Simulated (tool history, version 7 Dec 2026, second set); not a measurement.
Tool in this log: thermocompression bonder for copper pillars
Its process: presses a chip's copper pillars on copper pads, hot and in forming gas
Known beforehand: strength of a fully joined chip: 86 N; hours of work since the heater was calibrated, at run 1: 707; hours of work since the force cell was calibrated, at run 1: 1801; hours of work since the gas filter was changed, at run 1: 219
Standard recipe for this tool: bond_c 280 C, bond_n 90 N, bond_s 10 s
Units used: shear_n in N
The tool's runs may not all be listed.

run,hour,bond_c,bond_n,bond_s,hours of work since the heater was calibrated,hours of work since the force cell was calibrated,hours of work since the gas filter was changed,shear_n
1,0.0,280,90,10,707,1801,219,44.8
2,38.8,280,90,10,731,1825,244,45.0
3,80.3,280,90,10,757,1851,269,44.8
4,128.9,280,90,10,787,1881,299,44.4
5,163.2,280,72,10,809,1903,321,37.0
6,235.7,280,72,10,854,1948,366,37.2
7,307.1,280,90,11,898,1992,410,46.0
8,380.0,280,90,11,943,2037,455,45.3
# hour 385.2: heater calibrated with a thermocouple chip
# hour 396.9: force cell calibrated
9,420.8,280,90,11,21,15,479,51.1
# hour 446.1: forming gas filter changed
10,498.5,280,90,11,69,63,33,53.1
# hour 531.9: heater calibrated with a thermocouple chip, once more
11,547.4,280,94,10,10,92,62,48.7
12,609.0,280,90,6,48,130,100,38.7
13,641.6,299,118,6,68,150,120,54.9
14,696.5,299,118,10,102,185,154,62.4
15,761.3,280,78,8,143,225,195,38.4
16,807.3,305,78,6,171,253,223,41.8
17,856.7,305,78,6,202,284,254,40.9
18,912.7,305,112,7,237,319,289,56.6

Predict the results of run 19:
19,967.5,305,112,7,271,353,323,?

shear_n: 56.8 N
With the hidden condition absent and the run-to-run variation left alone, this run would have shown shear_n 58.4 N.
